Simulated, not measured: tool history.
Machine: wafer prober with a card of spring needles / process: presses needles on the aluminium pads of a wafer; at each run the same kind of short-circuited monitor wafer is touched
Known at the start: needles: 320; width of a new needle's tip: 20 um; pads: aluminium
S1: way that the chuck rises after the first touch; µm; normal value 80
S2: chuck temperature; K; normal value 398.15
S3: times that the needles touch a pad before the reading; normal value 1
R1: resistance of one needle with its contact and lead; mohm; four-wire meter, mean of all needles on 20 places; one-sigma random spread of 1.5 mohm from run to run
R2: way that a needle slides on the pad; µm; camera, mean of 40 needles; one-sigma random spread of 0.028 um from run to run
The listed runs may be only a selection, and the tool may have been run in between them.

Run 1, hour 0: usual settings. Result: R1 136 mohm, R2 13.31 µm.
Run 2, hour 24.1: usual settings. Result: R1 135 mohm, R2 13.32 µm.
Run 3, hour 47.5: usual settings. Result: R1 136 mohm, R2 13.28 µm.
Run 4, hour 60.1: usual settings but S3 2. Result: R1 137 mohm, R2 13.21 µm.
Run 5, hour 84.6: usual settings but S3 2. Result: R1 137 mohm, R2 13.27 µm.
Run 6, hour 103.7: usual settings but S3 2. Result: R1 137 mohm, R2 13.19 µm.
Run 7, hour 114.1: usual settings. Result: R1 136 mohm, R2 13.23 µm.
Run 8, hour 138.7: usual settings. Result: R1 136 mohm, R2 13.2 µm.
Run 9, hour 157.4: usual settings. Result: R1 136 mohm, R2 13.18 µm.
Run 10, hour 181.3: usual settings. Result: R1 139 mohm, R2 13.24 µm.
Run 11, hour 201.9: usual settings but S3 2. Result: R1 136 mohm, R2 13.13 µm.
Run 12, hour 215.4: usual settings but S3 2. Result: R1 135 mohm, R2 13.12 µm.
Run 13, hour 234.3: usual settings but S3 2. Result: R1 133 mohm, R2 13.12 µm.
Run 14, hour 251.4: usual settings but S1 66 µm, S2 386.15 K, S3 3. Result: R1 138 mohm, R2 10.8 µm.
Run 15, hour 273.3: usual settings but S1 66 µm, S2 386.15 K, S3 3. Result: R1 138 mohm, R2 10.77 µm.
Run 16, hour 290.4: usual settings but S1 97 µm, S2 325.15 K, S3 2. Result: R1 121 mohm, R2 15.87 µm.
Run 17, hour 302.7: usual settings but S1 69 µm, S2 325.15 K, S3 2. Result: R1 127 mohm, R2 11.27 µm.
Run 18, hour 320.4: usual settings but S1 68 µm, S2 352.15 K. Result: R1 133 mohm, R2 11.06 µm.
Run 19, hour 336.8: usual settings but S1 72 µm, S3 2. Result: R1 141 mohm, R2 11.71 µm.
Run 20, hour 361.6: usual settings but S1 72 µm, S3 3. Result: R1 139 mohm, R2 11.98 µm.
Run 21, hour 381.1: usual settings but S1 67 µm, S2 335.15 K. Result: R1 132 mohm, R2 11.14 µm.
Run 22, hour 402.7: usual settings but S1 67 µm, S2 335.15 K. Result: R1 131 mohm, R2 11.12 µm.
Run 23, hour 425.7: usual settings but S1 67 µm, S2 335.15 K. Result: R1 130 mohm, R2 11.09 µm.
Run 24, hour 437.6: usual settings but S1 86 µm, S2 338.15 K. Result: R1 127 mohm, R2 14.29 µm.

Not shown here: 42 entries made in the log between runs. Locate each between two listed runs and compare the hidden state at the listed run before it with the hidden state at the listed run after it:
From run 1 to run 2: tips cleaned on abrasive film (hour 1.7); tips cleaned on abrasive film (hour 13.4); tips cleaned on abrasive film (hour 24.1)
  debris on the tips, nm: 0.1 -> 0; drift of the gauge itself on scrub_um, %: 0 -> -0.17
  measured value less the no-hidden-state value, R2: +0 -> -0.02 µm
From run 2 to run 3: tips cleaned on abrasive film (hour 34.9); tips cleaned on abrasive film (hour 46.6)
  drift of the gauge itself on scrub_um, %: -0.17 -> -0.34
  measured value less the no-hidden-state value, R2: -0.02 -> -0.04 µm
From run 3 to run 4: height of the first contact set anew (hour 49.2); tips cleaned on abrasive film (hour 57.4)
  debris on the tips, nm: 0 -> 0.1; drift of the gauge itself on scrub_um, %: -0.34 -> -0.43
  measured value less the no-hidden-state value, R2: -0.04 -> -0.05 µm
From run 4 to run 5: tips cleaned on abrasive film (hour 69.7); tips cleaned on abrasive film (hour 81.6)
  drift of the gauge itself on scrub_um, %: -0.43 -> -0.61
  measured value less the no-hidden-state value, R2: -0.05 -> -0.08 µm
From run 5 to run 6: tips cleaned on abrasive film (hour 93.5)
  drift of the gauge itself on scrub_um, %: -0.61 -> -0.74
  measured value less the no-hidden-state value, R2: -0.08 -> -0.1 µm
From run 6 to run 7: tips cleaned on abrasive film (hour 104.8)
  drift of the gauge itself on scrub_um, %: -0.74 -> -0.82
  measured value less the no-hidden-state value, R2: -0.1 -> -0.11 µm
From run 7 to run 8: tips cleaned on abrasive film (hour 116.4); tips cleaned on abrasive film (hour 127.7); tips cleaned on abrasive film (hour 138.7)
  debris on the tips, nm: 0.1 -> 0; drift of the gauge itself on scrub_um, %: -0.82 -> -1
  measured value less the no-hidden-state value, R2: -0.11 -> -0.14 µm
From run 8 to run 9: tips cleaned on abrasive film (hour 149.5)
  debris on the tips, nm: 0 -> 0.1; drift of the gauge itself on scrub_um, %: -1 -> -1.13
  measured value less the no-hidden-state value, R2: -0.14 -> -0.15 µm
From run 9 to run 10: tips cleaned on abrasive film (hour 161.2); tips cleaned on abrasive film (hour 172.6)
  drift of the gauge itself on scrub_um, %: -1.13 -> -1.3
  measured value less the no-hidden-state value, R2: -0.15 -> -0.17 µm
From run 10 to run 11: tips cleaned on abrasive film (hour 183.2); tips cleaned on abrasive film (hour 193.8)
  drift of the gauge itself on scrub_um, %: -1.3 -> -1.45
  measured value less the no-hidden-state value, R2: -0.17 -> -0.19 µm
From run 11 to run 12: tips cleaned on abrasive film (hour 205.9)
  drift of the gauge itself on scrub_um, %: -1.45 -> -1.55
  measured value less the no-hidden-state value, R2: -0.19 -> -0.21 µm
From run 12 to run 13: tips cleaned on abrasive film (hour 217); tips cleaned on abrasive film (hour 228.9)
  drift of the gauge itself on scrub_um, %: -1.55 -> -1.68
  measured value less the no-hidden-state value, R2: -0.21 -> -0.23 µm
From run 13 to run 14: tips cleaned on abrasive film (hour 239.5); tips cleaned on abrasive film (hour 251.4)
  debris on the tips, nm: 0.1 -> 0; drift of the gauge itself on scrub_um, %: -1.68 -> -1.81
  measured value less the no-hidden-state value, R2: -0.23 -> -0.2 µm
From run 14 to run 15: height of the first contact set anew (hour 253.8); tips cleaned on abrasive film (hour 262.8); tips cleaned on abrasive film (hour 273.3)
  drift of the gauge itself on scrub_um, %: -1.81 -> -1.96
  measured value less the no-hidden-state value, R2: -0.2 -> -0.22 µm
From run 15 to run 16: tips cleaned on abrasive film (hour 284.8)
  debris on the tips, nm: 0 -> 0.1; drift of the gauge itself on scrub_um, %: -1.96 -> -2.08
  measured value less the no-hidden-state value, R2: -0.22 -> -0.34 µm
From run 16 to run 17: tips cleaned on abrasive film (hour 295.9)
  drift of the gauge itself on scrub_um, %: -2.08 -> -2.17
  measured value less the no-hidden-state value, R2: -0.34 -> -0.25 µm
From run 17 to run 18: tips cleaned on abrasive film (hour 307.5); tips cleaned on abrasive film (hour 319.7)
  debris on the tips, nm: 0.1 -> 0; drift of the gauge itself on scrub_um, %: -2.17 -> -2.3
  measured value less the no-hidden-state value, R2: -0.25 -> -0.26 µm
From run 18 to run 19: tips cleaned on abrasive film (hour 331)
  debris on the tips, nm: 0 -> 0.1; drift of the gauge itself on scrub_um, %: -2.3 -> -2.42
  measured value less the no-hidden-state value, R2: -0.26 -> -0.29 µm
From run 19 to run 20: tips cleaned on abrasive film (hour 342.6); tips cleaned on abrasive film (hour 354.7); gauge calibrated (hour 359.6)
  drift of the gauge itself on scrub_um, %: -2.42 -> -0.01
  measured value less the no-hidden-state value, R2: -0.29 -> -0.01 µm
From run 20 to run 21: tips cleaned on abrasive film (hour 365.7); tips cleaned on abrasive film (hour 376.2)
  drift of the gauge itself on scrub_um, %: -0.01 -> -0.15
  measured value less the no-hidden-state value, R2: -0.01 -> -0.01 µm
From run 21 to run 22: tips cleaned on abrasive film (hour 387); tips cleaned on abrasive film (hour 398.4)
  drift of the gauge itself on scrub_um, %: -0.15 -> -0.31
  measured value less the no-hidden-state value, R2: -0.01 -> -0.04 µm
From run 22 to run 23: tips cleaned on abrasive film (hour 409.5); tips cleaned on abrasive film (hour 420.7)
  drift of the gauge itself on scrub_um, %: -0.31 -> -0.48
  measured value less the no-hidden-state value, R2: -0.04 -> -0.05 µm
From run 23 to run 24: tips cleaned on abrasive film (hour 432.6)
  drift of the gauge itself on scrub_um, %: -0.48 -> -0.56
  measured value less the no-hidden-state value, R2: -0.05 -> -0.08 µm
